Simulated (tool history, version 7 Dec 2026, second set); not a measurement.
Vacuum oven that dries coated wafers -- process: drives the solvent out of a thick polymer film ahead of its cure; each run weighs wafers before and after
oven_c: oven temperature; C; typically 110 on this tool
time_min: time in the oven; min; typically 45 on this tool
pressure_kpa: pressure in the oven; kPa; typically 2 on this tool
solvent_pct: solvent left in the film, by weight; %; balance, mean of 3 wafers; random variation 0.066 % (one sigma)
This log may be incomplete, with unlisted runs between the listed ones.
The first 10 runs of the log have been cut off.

| run | hour | oven_c | time_min | pressure_kpa | hours of work since the thermocouples were calibrated | hours of work since the vacuum gauge was cleaned of residue | solvent_pct |
|---|---|---|---|---|---|---|---|
|  | 113.1 | vacuum gauge cleaned of residue and calibrated |
| 11 | 121.2 | 104 | 45 | 2 | 415 | 3 | 5.85 |
| 12 | 133.2 | 110 | 45 | 2 | 420 | 9 | 4.64 |
|  | 146.7 | vacuum gauge cleaned of residue and calibrated, once more |
| 13 | 148 | 110 | 45 | 2 | 425 | 1 | 4.44 |
| 14 | 163.2 | 109 | 45 | 2 | 432 | 7 | 4.75 |
| 15 | 177.2 | 110 | 45 | 2 | 438 | 13 | 4.58 |
| 16 | 189.5 | 110 | 45 | 2 | 443 | 18 | 4.64 |
| 17 | 206.1 | 107 | 38 | 2 | 450 | 25 | 5.72 |
| 18 | 220.3 | 107 | 38 | 2 | 456 | 31 | 5.55 |
| 19 | 229.7 | 107 | 38 | 2 | 460 | 35 | 5.56 |
| 20 | 242.8 | 111 | 59 | 2 | 466 | 41 | 3.8 |
| 21 | 252 | 111 | 59 | 2 | 469 | 45 | 3.9 |
| 22 | 262.2 | 119 | 36 | 2 | 474 | 49 | 3.64 |
| 23 | 276.7 | 123 | 45 | 2 | 480 | 55 | 2.62 |
| 24 | 286.6 | 123 | 45 | 2 | 484 | 59 | 2.7 |
| 25 | 299.1 | 118 | 28 | 1.01 | 489 | 65 | 3.38 |
| 26 | 311.7 | 118 | 28 | 1.01 | 495 | 70 | 3.29 |
| 27 | 324.5 | 120 | 45 | 2 | 500 | 75 | 3.06 |
| 28 | 336 | 120 | 45 | 2 | 505 | 80 | 3.02 |
| 29 | 346.5 | 110 | 45 | 1.66 | 510 | 85 | 3.98 |
| 30 | 360.1 | 110 | 41 | 1.4 | 515 | 90 | 4.04 |
| 31 | 368.6 | 98 | 45 | 2 | 519 | 94 | 7.21 |
| 32 | 379.7 | 97 | 39 | 3.96 | 524 | 99 | 11.9 |

Branching from run 32: 3 alternative next runs. What would each branch give?
| A | 396.9 | 101 | 45 | 1.1 | 531 | 106 | ? |
| B | 396.9 | 120 | 37 | 1.09 | 531 | 106 | ? |
| C | 396.9 | 97 | 39 | 5.09 | 531 | 106 | ? |

| run | solvent_pct |
|---|---|
| A | 4.86 |
| B | 2.41 |
| C | 13.86 |
Without the tool's unlogged condition, the same runs would have read:
| run | solvent_pct |
|---|---|
| A | 4.52 |
| B | 2.21 |
| C | 13.28 |
